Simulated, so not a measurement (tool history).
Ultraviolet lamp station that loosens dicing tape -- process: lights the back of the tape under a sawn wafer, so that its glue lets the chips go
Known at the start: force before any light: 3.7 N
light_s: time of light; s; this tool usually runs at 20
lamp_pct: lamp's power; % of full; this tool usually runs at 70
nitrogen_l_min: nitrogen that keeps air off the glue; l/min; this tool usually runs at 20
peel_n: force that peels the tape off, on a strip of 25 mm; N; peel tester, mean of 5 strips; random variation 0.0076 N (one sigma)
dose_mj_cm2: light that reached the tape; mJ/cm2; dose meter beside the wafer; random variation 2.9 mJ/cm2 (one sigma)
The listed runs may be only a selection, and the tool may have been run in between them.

run   hour  light_s  lamp_pct  nitrogen_l_min  peel_n  dose_mj_cm2
  1      0       20        70              20   0.343          370
  2   24.9       20        70              20   0.357          368
  3   41.5       20        70              20   0.343          361
  4   59.9       20        70              20   0.359          359
  5   80.3       20        70              20   0.349          360
  6   93.6       20        70              20   0.342          355
  7  107.8       15        70              20   0.541          264
  8  120.5       15        70              20   0.559          263
  9  135.1       15        97              20    0.35          365
 10  158.5       15        97              20   0.354          358
 11    183       16        97              20   0.324          374
     193.7  -- window cleaned of glue's vapour
 12    206       13        72              37   0.556          218
 13  222.6       33        85              12   0.231          655
     246.2  -- window cleaned of glue's vapour, once more
 14  246.8       30        85              20   0.215          662
 15  261.6       12        85              17   0.598          264
 16  281.3       17        81              17     0.4          348
 17  301.4       20        63              22   0.398          317

Here are 4 independent what-if runs from the current tool condition. What would each one return?
  A  316.5       20        84              19       ?            ?
  B  316.5       11        98               8       ?            ?
  C  316.5       20        70              14       ?            ?
  D  316.5       20        98              20       ?            ?

run  peel_n  dose_mj_cm2
  A   0.301          420
  B   0.844          273
  C   0.424          352
  D   0.247          494
Without the tool's unlogged condition, the same runs would have read:
run  peel_n  dose_mj_cm2
  A   0.252          508
  B   0.654          330
  C   0.327          425
  D    0.22          596
